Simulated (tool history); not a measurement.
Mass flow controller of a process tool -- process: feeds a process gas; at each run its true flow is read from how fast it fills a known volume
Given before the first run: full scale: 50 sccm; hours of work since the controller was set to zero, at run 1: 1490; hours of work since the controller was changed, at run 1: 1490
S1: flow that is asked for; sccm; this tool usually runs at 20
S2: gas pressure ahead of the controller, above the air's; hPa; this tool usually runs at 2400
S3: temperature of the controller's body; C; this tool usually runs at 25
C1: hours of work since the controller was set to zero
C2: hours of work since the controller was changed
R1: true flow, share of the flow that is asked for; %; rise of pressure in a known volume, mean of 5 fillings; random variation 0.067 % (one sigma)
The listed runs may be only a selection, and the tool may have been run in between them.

run 1 hour=0.0 | S1=20 S2=2400 S3=25 | C1=1490 C2=1490 | R1=98.95
run 2 hour=41.1 | S1=20 S2=1480 S3=25 | C1=1522 C2=1522 | R1=98.12
run 3 hour=124.4 | S1=20 S2=2400 S3=25 | C1=1587 C2=1587 | R1=99.10
run 4 hour=187.5 | S1=20 S2=2100 S3=25 | C1=1637 C2=1637 | R1=98.85
run 5 hour=233.3 | S1=20 S2=2100 S3=25 | C1=1672 C2=1672 | R1=98.87
run 6 hour=286.5 | S1=20 S2=2400 S3=30 | C1=1714 C2=1714 | R1=99.22
run 7 hour=338.0 | S1=25 S2=2400 S3=25 | C1=1754 C2=1754 | R1=99.32

What will run 8 give?
run 8 hour=375.2 | S1=20 S2=2400 S3=26 | C1=1783 C2=1783 | R1=?

R1: 99.25 %
If the tool had no hidden condition, the same run with the same run-to-run variation would have returned R1 98.94 %.
